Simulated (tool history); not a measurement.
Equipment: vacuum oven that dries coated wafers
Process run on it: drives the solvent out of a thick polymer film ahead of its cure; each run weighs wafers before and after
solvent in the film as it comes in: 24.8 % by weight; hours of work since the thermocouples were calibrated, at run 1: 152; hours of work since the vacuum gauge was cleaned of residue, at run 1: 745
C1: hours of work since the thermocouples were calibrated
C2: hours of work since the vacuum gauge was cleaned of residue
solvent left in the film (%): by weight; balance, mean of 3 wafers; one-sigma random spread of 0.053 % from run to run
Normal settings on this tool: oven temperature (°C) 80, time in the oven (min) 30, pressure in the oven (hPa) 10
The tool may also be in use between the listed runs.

run 1 hour=0 | oven_temperature_(°C)=80 time_in_the_oven_(min)=30 pressure_in_the_oven_(hPa)=10 | C1=152 C2=745 | solvent_left_in_the_film_(%)=1.84
run 2 hour=32.6 | oven_temperature_(°C)=73 time_in_the_oven_(min)=30 pressure_in_the_oven_(hPa)=10 | C1=177 C2=770 | solvent_left_in_the_film_(%)=4.51
run 3 hour=72 | oven_temperature_(°C)=80 time_in_the_oven_(min)=30 pressure_in_the_oven_(hPa)=5.1 | C1=207 C2=800 | solvent_left_in_the_film_(%)=1.76
run 4 hour=114.3 | oven_temperature_(°C)=80 time_in_the_oven_(min)=30 pressure_in_the_oven_(hPa)=17.8 | C1=240 C2=833 | solvent_left_in_the_film_(%)=2.11
run 5 hour=143.1 | oven_temperature_(°C)=80 time_in_the_oven_(min)=30 pressure_in_the_oven_(hPa)=10 | C1=262 C2=855 | solvent_left_in_the_film_(%)=1.87
run 6 hour=187.4 | oven_temperature_(°C)=80 time_in_the_oven_(min)=30 pressure_in_the_oven_(hPa)=10 | C1=296 C2=889 | solvent_left_in_the_film_(%)=2
run 7 hour=212.1 | oven_temperature_(°C)=80 time_in_the_oven_(min)=30 pressure_in_the_oven_(hPa)=10 | C1=315 C2=908 | solvent_left_in_the_film_(%)=1.95
run 8 hour=243.6 | oven_temperature_(°C)=80 time_in_the_oven_(min)=30 pressure_in_the_oven_(hPa)=10 | C1=339 C2=932 | solvent_left_in_the_film_(%)=2.06
run 9 hour=284.3 | oven_temperature_(°C)=80 time_in_the_oven_(min)=30 pressure_in_the_oven_(hPa)=10 | C1=370 C2=963 | solvent_left_in_the_film_(%)=1.98
run 10 hour=320 | oven_temperature_(°C)=71 time_in_the_oven_(min)=30 pressure_in_the_oven_(hPa)=10 | C1=398 C2=991 | solvent_left_in_the_film_(%)=5.71
run 11 hour=347.4 | oven_temperature_(°C)=80 time_in_the_oven_(min)=30 pressure_in_the_oven_(hPa)=10 | C1=419 C2=1012 | solvent_left_in_the_film_(%)=2.07
run 12 hour=390.8 | oven_temperature_(°C)=80 time_in_the_oven_(min)=30 pressure_in_the_oven_(hPa)=10 | C1=452 C2=1045 | solvent_left_in_the_film_(%)=2.11
run 13 hour=409.9 | oven_temperature_(°C)=80 time_in_the_oven_(min)=30 pressure_in_the_oven_(hPa)=7.4 | C1=467 C2=1060 | solvent_left_in_the_film_(%)=2
run 14 hour=451.1 | oven_temperature_(°C)=80 time_in_the_oven_(min)=37 pressure_in_the_oven_(hPa)=10.4 | C1=499 C2=1092 | solvent_left_in_the_film_(%)=1.34
run 15 hour=474.5 | oven_temperature_(°C)=69 time_in_the_oven_(min)=37 pressure_in_the_oven_(hPa)=10.4 | C1=517 C2=1110 | solvent_left_in_the_film_(%)=5.54
run 16 hour=511.8 | oven_temperature_(°C)=69 time_in_the_oven_(min)=37 pressure_in_the_oven_(hPa)=10.4 | C1=545 C2=1138 | solvent_left_in_the_film_(%)=5.48
run 17 hour=535.9 | oven_temperature_(°C)=75 time_in_the_oven_(min)=30 pressure_in_the_oven_(hPa)=36.5 | C1=564 C2=1157 | solvent_left_in_the_film_(%)=5.02
run 18 hour=564.9 | oven_temperature_(°C)=75 time_in_the_oven_(min)=30 pressure_in_the_oven_(hPa)=34 | C1=586 C2=1179 | solvent_left_in_the_film_(%)=4.96
run 19 hour=595.7 | oven_temperature_(°C)=75 time_in_the_oven_(min)=30 pressure_in_the_oven_(hPa)=34 | C1=610 C2=1203 | solvent_left_in_the_film_(%)=4.73
run 20 hour=615.2 | oven_temperature_(°C)=75 time_in_the_oven_(min)=30 pressure_in_the_oven_(hPa)=34 | C1=625 C2=1218 | solvent_left_in_the_film_(%)=4.81
run 21 hour=645.3 | oven_temperature_(°C)=75 time_in_the_oven_(min)=30 pressure_in_the_oven_(hPa)=34 | C1=648 C2=1241 | solvent_left_in_the_film_(%)=5.03
run 22 hour=665.2 | oven_temperature_(°C)=75 time_in_the_oven_(min)=30 pressure_in_the_oven_(hPa)=34 | C1=663 C2=1256 | solvent_left_in_the_film_(%)=4.98
run 23 hour=693.7 | oven_temperature_(°C)=95 time_in_the_oven_(min)=17 pressure_in_the_oven_(hPa)=30.3 | C1=685 C2=1278 | solvent_left_in_the_film_(%)=1.38
-- hour=726.9 oven's thermocouples calibrated
run 24 hour=738 | oven_temperature_(°C)=85 time_in_the_oven_(min)=30 pressure_in_the_oven_(hPa)=10 | C1=8 C2=1311 | solvent_left_in_the_film_(%)=0.83
run 25 hour=767.8 | oven_temperature_(°C)=85 time_in_the_oven_(min)=34 pressure_in_the_oven_(hPa)=21.5 | C1=31 C2=1334 | solvent_left_in_the_film_(%)=1.02

Measured result minus the same run's result without the hidden state. Both carry the same run-to-run variation, though not necessarily the same gauge scatter:
The tool's hidden condition here consists of: true wafer temperature over the reading, C; true pressure over the reading, kPa; drift of the gauge itself on solvent_pct, %.
run=1 solvent_left_in_the_film_(%)=+0.11
run=2 solvent_left_in_the_film_(%)=+0.19
run=3 solvent_left_in_the_film_(%)=+0.15
run=4 solvent_left_in_the_film_(%)=+0.18
run=5 solvent_left_in_the_film_(%)=+0.2
run=6 solvent_left_in_the_film_(%)=+0.23
run=7 solvent_left_in_the_film_(%)=+0.24
run=8 solvent_left_in_the_film_(%)=+0.26
run=9 solvent_left_in_the_film_(%)=+0.28
run=10 solvent_left_in_the_film_(%)=+0.48
run=11 solvent_left_in_the_film_(%)=+0.32
run=12 solvent_left_in_the_film_(%)=+0.35
run=13 solvent_left_in_the_film_(%)=+0.35
run=14 solvent_left_in_the_film_(%)=+0.3
run=15 solvent_left_in_the_film_(%)=+0.66
run=16 solvent_left_in_the_film_(%)=+0.68
run=17 solvent_left_in_the_film_(%)=+0.61
run=18 solvent_left_in_the_film_(%)=+0.64
run=19 solvent_left_in_the_film_(%)=+0.66
run=20 solvent_left_in_the_film_(%)=+0.68
run=21 solvent_left_in_the_film_(%)=+0.72
run=22 solvent_left_in_the_film_(%)=+0.72
run=23 solvent_left_in_the_film_(%)=+0.26
run=24 solvent_left_in_the_film_(%)=+0.1
run=25 solvent_left_in_the_film_(%)=+0.11
